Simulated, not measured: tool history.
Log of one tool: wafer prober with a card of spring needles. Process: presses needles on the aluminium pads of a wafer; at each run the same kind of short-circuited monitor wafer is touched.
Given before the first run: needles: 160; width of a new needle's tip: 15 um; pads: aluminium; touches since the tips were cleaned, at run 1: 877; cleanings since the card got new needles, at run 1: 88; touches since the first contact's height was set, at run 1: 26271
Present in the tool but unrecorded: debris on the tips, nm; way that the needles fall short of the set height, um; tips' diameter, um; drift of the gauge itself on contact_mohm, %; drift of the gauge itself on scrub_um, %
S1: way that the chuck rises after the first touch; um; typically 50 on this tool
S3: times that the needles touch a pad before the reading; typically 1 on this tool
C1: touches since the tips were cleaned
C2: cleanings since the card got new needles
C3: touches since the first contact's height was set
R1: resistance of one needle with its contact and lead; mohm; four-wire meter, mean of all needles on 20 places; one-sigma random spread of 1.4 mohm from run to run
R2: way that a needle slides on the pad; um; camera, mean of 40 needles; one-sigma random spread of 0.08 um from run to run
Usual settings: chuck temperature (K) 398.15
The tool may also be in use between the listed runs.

{"run": 1, "hour": 0.0, "S1": 50, "chuck temperature (K)": 398.15, "S3": 1, "C1": 877, "C2": 88, "C3": 26271, "R1": 177, "R2": 11.31}
{"hour": 3.2, "done": "tips cleaned on abrasive film"}
{"hour": 9.0, "done": "tips cleaned on abrasive film"}
{"run": 2, "hour": 13.2, "S1": 50, "chuck temperature (K)": 398.15, "S3": 1, "C1": 1782, "C2": 90, "C3": 31888, "R1": 213, "R2": 11.36}
{"hour": 14.2, "done": "tips cleaned on abrasive film"}
{"hour": 19.1, "done": "tips cleaned on abrasive film"}
{"run": 3, "hour": 19.1, "S1": 50, "chuck temperature (K)": 358.15, "S3": 1, "C1": 0, "C2": 92, "C3": 34375, "R1": 133, "R2": 11.25}
{"hour": 24.0, "done": "tips cleaned on abrasive film"}
{"run": 4, "hour": 27.8, "S1": 50, "chuck temperature (K)": 398.15, "S3": 1, "C1": 1620, "C2": 93, "C3": 38094, "R1": 212, "R2": 11.4}
{"hour": 29.1, "done": "tips cleaned on abrasive film"}
{"hour": 34.6, "done": "tips cleaned on abrasive film"}
{"run": 5, "hour": 37.2, "S1": 50, "chuck temperature (K)": 398.15, "S3": 1, "C1": 1087, "C2": 95, "C3": 42074, "R1": 201, "R2": 11.2}
{"hour": 40.3, "done": "tips cleaned on abrasive film"}
{"hour": 45.6, "done": "tips cleaned on abrasive film"}
{"run": 6, "hour": 47.0, "S1": 50, "chuck temperature (K)": 398.15, "S3": 1, "C1": 639, "C2": 97, "C3": 46266, "R1": 174, "R2": 11.12}
{"hour": 50.7, "done": "tips cleaned on abrasive film"}
{"hour": 55.9, "done": "tips cleaned on abrasive film"}
{"run": 7, "hour": 59.9, "S1": 50, "chuck temperature (K)": 398.15, "S3": 1, "C1": 1757, "C2": 99, "C3": 51775, "R1": 221, "R2": 11.1}
{"hour": 61.3, "done": "tips cleaned on abrasive film"}
{"hour": 67.0, "done": "tips cleaned on abrasive film"}
{"run": 8, "hour": 70.3, "S1": 50, "chuck temperature (K)": 398.15, "S3": 1, "C1": 1445, "C2": 101, "C3": 56185, "R1": 212, "R2": 11.03}
{"hour": 72.2, "done": "tips cleaned on abrasive film"}
{"hour": 77.6, "done": "tips cleaned on abrasive film"}
{"run": 9, "hour": 78.9, "S1": 50, "chuck temperature (K)": 398.15, "S3": 1, "C1": 557, "C2": 103, "C3": 59835, "R1": 170, "R2": 11.15}
{"hour": 83.5, "done": "tips cleaned on abrasive film"}
{"hour": 88.4, "done": "tips cleaned on abrasive film"}
{"hour": 93.5, "done": "tips cleaned on abrasive film"}
{"run": 10, "hour": 93.5, "S1": 50, "chuck temperature (K)": 398.15, "S3": 1, "C1": 0, "C2": 106, "C3": 66007, "R1": 136, "R2": 10.92}
{"hour": 98.7, "done": "tips cleaned on abrasive film"}
{"hour": 104.0, "done": "tips cleaned on abrasive film"}
{"run": 11, "hour": 107.3, "S1": 50, "chuck temperature (K)": 398.15, "S3": 1, "C1": 1423, "C2": 108, "C3": 71899, "R1": 209, "R2": 10.86}
{"hour": 109.1, "done": "tips cleaned on abrasive film"}
{"hour": 114.3, "done": "tips cleaned on abrasive film"}
{"run": 12, "hour": 118.3, "S1": 50, "chuck temperature (K)": 398.15, "S3": 1, "C1": 1715, "C2": 110, "C3": 76577, "R1": 224, "R2": 11.02}
{"hour": 119.5, "done": "tips cleaned on abrasive film"}
{"hour": 124.6, "done": "tips cleaned on abrasive film"}
{"run": 13, "hour": 125.7, "S1": 50, "chuck temperature (K)": 395.15, "S3": 1, "C1": 494, "C2": 112, "C3": 79719, "R1": 175, "R2": 10.88}
{"hour": 130.2, "done": "tips cleaned on abrasive film"}
{"hour": 135.1, "done": "tips cleaned on abrasive film"}
{"hour": 135.4, "done": "height of the first contact set anew"}
{"run": 14, "hour": 135.6, "S1": 50, "chuck temperature (K)": 395.15, "S3": 1, "C1": 86, "C2": 114, "C3": 86, "R1": 141, "R2": 11.66}
{"hour": 141.1, "done": "tips cleaned on abrasive film"}
{"run": 15, "hour": 142.0, "S1": 50, "chuck temperature (K)": 398.15, "S3": 1, "C1": 394, "C2": 115, "C3": 2823, "R1": 161, "R2": 11.63}
{"hour": 146.6, "done": "tips cleaned on abrasive film"}
{"hour": 151.5, "done": "tips cleaned on abrasive film"}
{"hour": 156.6, "done": "tips cleaned on abrasive film"}
{"run": 16, "hour": 156.6, "S1": 51, "chuck temperature (K)": 359.15, "S3": 2, "C1": 0, "C2": 118, "C3": 9016, "R1": 125, "R2": 11.76}
{"hour": 161.9, "done": "tips cleaned on abrasive film"}
{"hour": 167.1, "done": "tips cleaned on abrasive film"}
{"run": 17, "hour": 167.1, "S1": 39, "chuck temperature (K)": 398.15, "S3": 1, "C1": 15, "C2": 120, "C3": 13480, "R1": 151, "R2": 8.89}
{"hour": 172.0, "done": "tips cleaned on abrasive film"}
{"hour": 176.9, "done": "tips cleaned on abrasive film"}
{"run": 18, "hour": 178.1, "S1": 64, "chuck temperature (K)": 300.15, "S3": 3, "C1": 514, "C2": 122, "C3": 18165, "R1": 122, "R2": 14.72}
{"hour": 181.9, "done": "tips cleaned on abrasive film"}
{"hour": 187.4, "done": "tips cleaned on abrasive film"}
{"run": 19, "hour": 189.9, "S1": 38, "chuck temperature (K)": 358.15, "S3": 1, "C1": 1063, "C2": 124, "C3": 23177, "R1": 241, "R2": 8.47}
{"hour": 193.0, "done": "tips cleaned on abrasive film"}
{"hour": 198.0, "done": "tips cleaned on abrasive film"}
{"hour": 203.1, "done": "tips cleaned on abrasive film"}
{"run": 20, "hour": 203.8, "S1": 38, "chuck temperature (K)": 358.15, "S3": 1, "C1": 306, "C2": 127, "C3": 29071, "R1": 179, "R2": 8.45}
{"hour": 208.8, "done": "tips cleaned on abrasive film"}
{"run": 21, "hour": 210.8, "S1": 42, "chuck temperature (K)": 376.15, "S3": 2, "C1": 862, "C2": 128, "C3": 32092, "R1": 185, "R2": 9.42}
{"hour": 213.9, "done": "tips cleaned on abrasive film"}
{"hour": 219.7, "done": "tips cleaned on abrasive film"}
{"run": 22, "hour": 222.3, "S1": 42, "chuck temperature (K)": 307.15, "S3": 2, "C1": 1113, "C2": 130, "C3": 36967, "R1": 187, "R2": 9.2}
{"hour": 225.2, "done": "tips cleaned on abrasive film"}
{"hour": 230.6, "done": "tips cleaned on abrasive film"}
{"run": 23, "hour": 231.9, "S1": 38, "chuck temperature (K)": 350.15, "S3": 1, "C1": 566, "C2": 132, "C3": 41050, "R1": 209, "R2": 8.54}
{"hour": 235.5, "done": "tips cleaned on abrasive film"}
{"hour": 240.9, "done": "tips cleaned on abrasive film"}
{"run": 24, "hour": 243.3, "S1": 38, "chuck temperature (K)": 350.15, "S3": 1, "C1": 1061, "C2": 134, "C3": 45921, "R1": 272, "R2": 8.41}
{"hour": 246.0, "done": "tips cleaned on abrasive film"}
{"run": 25, "hour": 250.2, "S1": 54, "chuck temperature (K)": 303.15, "S3": 2, "C1": 1812, "C2": 135, "C3": 48838, "R1": 176, "R2": 12.24}
{"hour": 251.2, "done": "tips cleaned on abrasive film"}
{"hour": 256.1, "done": "tips cleaned on abrasive film"}
{"run": 26, "hour": 256.1, "S1": 32, "chuck temperature (K)": 346.15, "S3": 3, "C1": 0, "C2": 137, "C3": 51348, "R1": 146, "R2": 6.85}
{"hour": 261.1, "done": "tips cleaned on abrasive film"}
{"hour": 266.7, "done": "tips cleaned on abrasive film"}
{"run": 27, "hour": 269.7, "S1": 38, "chuck temperature (K)": 304.15, "S3": 1, "C1": 1317, "C2": 139, "C3": 57141, "R1": 286, "R2": 8.33}
{"hour": 272.7, "done": "tips cleaned on abrasive film"}
{"hour": 278.2, "done": "tips cleaned on abrasive film"}
{"run": 28, "hour": 282.5, "S1": 59, "chuck temperature (K)": 385.15, "S3": 1, "C1": 1840, "C2": 141, "C3": 62584, "R1": 206, "R2": 12.99}
{"hour": 283.8, "done": "tips cleaned on abrasive film"}
{"hour": 289.2, "done": "tips cleaned on abrasive film"}
{"run": 29, "hour": 291.9, "S1": 59, "chuck temperature (K)": 385.15, "S3": 1, "C1": 1184, "C2": 143, "C3": 66583, "R1": 190, "R2": 12.99}

Alternative continuations, all from the tool just after run 29; predict every row:
{"hour": 294.6, "done": "tips cleaned on abrasive film"}
{"hour": 299.6, "done": "tips cleaned on abrasive film"}
{"run": "A", "hour": 300.8, "S1": 41, "chuck temperature (K)": 300.15, "S3": 2, "C1": 528, "C2": 145, "C3": 70347, "R1": "?", "R2": "?"}
{"hour": 294.6, "done": "tips cleaned on abrasive film"}
{"hour": 299.6, "done": "tips cleaned on abrasive film"}
{"run": "B", "hour": 300.8, "S1": 50, "chuck temperature (K)": 398.15, "S3": 2, "C1": 528, "C2": 145, "C3": 70347, "R1": "?", "R2": "?"}
{"hour": 294.6, "done": "tips cleaned on abrasive film"}
{"hour": 299.6, "done": "tips cleaned on abrasive film"}
{"run": "C", "hour": 300.8, "S1": 47, "chuck temperature (K)": 325.15, "S3": 1, "C1": 528, "C2": 145, "C3": 70347, "R1": "?", "R2": "?"}
{"hour": 294.6, "done": "tips cleaned on abrasive film"}
{"hour": 299.6, "done": "tips cleaned on abrasive film"}
{"run": "D", "hour": 300.8, "S1": 59, "chuck temperature (K)": 313.15, "S3": 1, "C1": 528, "C2": 145, "C3": 70347, "R1": "?", "R2": "?"}

run=A R1=167 R2=8.80
run=B R1=160 R2=10.87
run=C R1=183 R2=10.26
run=D R1=155 R2=12.99
Without the tool's unlogged condition, the same runs would have read:
run=A R1=112 R2=9.53
run=B R1=125 R2=11.58
run=C R1=118 R2=10.98
run=D R1=112 R2=13.71
